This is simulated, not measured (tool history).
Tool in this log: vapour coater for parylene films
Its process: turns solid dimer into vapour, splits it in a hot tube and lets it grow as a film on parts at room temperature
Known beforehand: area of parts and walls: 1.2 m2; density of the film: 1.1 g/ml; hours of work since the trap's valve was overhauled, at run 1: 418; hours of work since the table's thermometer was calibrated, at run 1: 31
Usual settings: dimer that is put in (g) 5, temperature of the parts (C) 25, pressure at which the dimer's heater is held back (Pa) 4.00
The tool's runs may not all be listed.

run	hour	dimer that is put in (g)	temperature of the parts (C)	pressure at which the dimer's heater is held back (Pa)	hours of work since the trap's valve was overhauled	hours of work since the table's thermometer was calibrated	thickness of the film (nm)
1	0.0	5	25	4.00	418	31	1850
2	28.0	5	25	4.00	439	52	1864
3	45.7	5	25	4.00	453	66	1878
4	74.0	5	25	4.00	475	88	1857
5	92.8	4	25	4.00	490	102	1487
6	115.0	4	25	4.00	507	120	1487
7	139.3	4	25	4.00	526	138	1488
8	161.0	4	25	4.00	542	155	1485
9	188.5	5	25	8.77	564	176	1564
10	220.4	5	25	8.77	588	201	1561
11	243.3	5	25	8.77	606	219	1582
12	274.2	5	25	8.77	630	243	1579
13	306.2	5	25	4.00	655	267	1875
14	332.7	5	25	4.00	675	288	1863
# hour 338.4: trap's valve overhauled
15	361.5	5	25	4.00	18	307	1881
16	380.8	9	25	8.30	33	322	2883
17	396.1	4	25	11.78	45	334	1184
18	419.1	8	22	5.57	62	352	3095
19	446.0	8	22	5.57	83	373	3107
20	470.5	8	22	5.57	102	391	3107
21	491.5	8	25	3.84	118	408	3033
22	508.7	8	35	2.52	132	421	2354
23	524.6	8	35	4.20	144	433	2109
24	554.6	9	19	8.05	167	457	3592
25	577.8	9	27	8.05	185	474	2715
26	607.8	9	27	8.05	208	498	2718
27	640.0	9	27	8.05	233	523	2725
28	673.5	5	27	3.36	259	549	1844
29	688.9	4	25	10.57	271	560	1232
30	716.2	4	31	8.39	292	582	1031

How the hidden state differs across the entries between the runs, from the last listed run before each to the first after it:
Run 14 -> run 15: trap's valve overhauled (hour 338.4)
  vapour lost through the trap's worn valve, %: 0.4 -> 0; drift of the gauge itself on film_um, %: 1.12 -> 1.21
  what was measured, less what the result would be without the hidden state, thickness of the film (nm): +14 -> +23
